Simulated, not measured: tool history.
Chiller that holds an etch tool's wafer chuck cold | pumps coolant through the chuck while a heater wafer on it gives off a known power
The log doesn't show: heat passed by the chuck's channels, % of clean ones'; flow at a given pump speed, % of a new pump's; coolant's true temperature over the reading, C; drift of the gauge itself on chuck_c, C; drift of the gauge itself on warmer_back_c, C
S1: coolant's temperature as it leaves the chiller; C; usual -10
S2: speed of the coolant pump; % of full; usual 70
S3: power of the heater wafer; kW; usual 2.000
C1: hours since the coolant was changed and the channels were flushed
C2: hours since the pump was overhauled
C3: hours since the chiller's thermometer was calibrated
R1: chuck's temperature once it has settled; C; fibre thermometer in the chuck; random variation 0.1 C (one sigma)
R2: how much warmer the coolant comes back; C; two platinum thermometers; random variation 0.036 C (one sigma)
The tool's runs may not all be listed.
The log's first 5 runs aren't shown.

{"run": 6, "day": 19.838, "S1": -10, "S2": 70, "S3": 1.343, "C1": 7746, "C2": 4249, "C3": 2074, "R1": 0.2, "R2": 4.31}
{"run": 7, "day": 25.729, "S1": -10, "S2": 70, "S3": 1.343, "C1": 7887, "C2": 4390, "C3": 2215, "R1": 0.1, "R2": 4.31}
{"run": 8, "day": 28.842, "S1": -10, "S2": 70, "S3": 1.343, "C1": 7962, "C2": 4465, "C3": 2290, "R1": 0.0, "R2": 4.36}
{"run": 9, "day": 33.812, "S1": -10, "S2": 70, "S3": 2.0, "C1": 8081, "C2": 4584, "C3": 2409, "R1": 5.3, "R2": 6.41}
{"run": 10, "day": 38.2, "S1": -10, "S2": 93, "S3": 2.0, "C1": 8186, "C2": 4690, "C3": 2515, "R1": 2.8, "R2": 4.85}
{"run": 11, "day": 43.412, "S1": -10, "S2": 93, "S3": 2.0, "C1": 8311, "C2": 4815, "C3": 2640, "R1": 2.8, "R2": 4.8}
{"day": 47.825, "done": "chiller's thermometer calibrated"}
{"run": 12, "day": 47.829, "S1": -10, "S2": 93, "S3": 2.0, "C1": 8416, "C2": 4920, "C3": 0, "R1": 2.7, "R2": 4.77}
{"run": 13, "day": 52.596, "S1": -10, "S2": 70, "S3": 2.0, "C1": 8531, "C2": 5034, "C3": 114, "R1": 4.9, "R2": 6.47}
{"day": 53.108, "done": "coolant changed, channels flushed"}
{"run": 14, "day": 55.283, "S1": -10, "S2": 70, "S3": 2.0, "C1": 52, "C2": 5093, "C3": 173, "R1": 5.3, "R2": 6.5}
{"run": 15, "day": 61.062, "S1": -10, "S2": 70, "S3": 2.0, "C1": 191, "C2": 5232, "C3": 312, "R1": 5.0, "R2": 6.4}
{"run": 16, "day": 66.075, "S1": -10, "S2": 70, "S3": 2.0, "C1": 311, "C2": 5352, "C3": 432, "R1": 5.3, "R2": 6.44}

The next listed run, before its measurement:
{"run": 17, "day": 72.079, "S1": -10, "S2": 70, "S3": 2.0, "C1": 455, "C2": 5496, "C3": 576, "R1": "?", "R2": "?"}

Run 17 gave R1 5.0 C, R2 6.41 C.
Without the tool's hidden state the same run would have given R1 5.0 C, R2 6.41 C.

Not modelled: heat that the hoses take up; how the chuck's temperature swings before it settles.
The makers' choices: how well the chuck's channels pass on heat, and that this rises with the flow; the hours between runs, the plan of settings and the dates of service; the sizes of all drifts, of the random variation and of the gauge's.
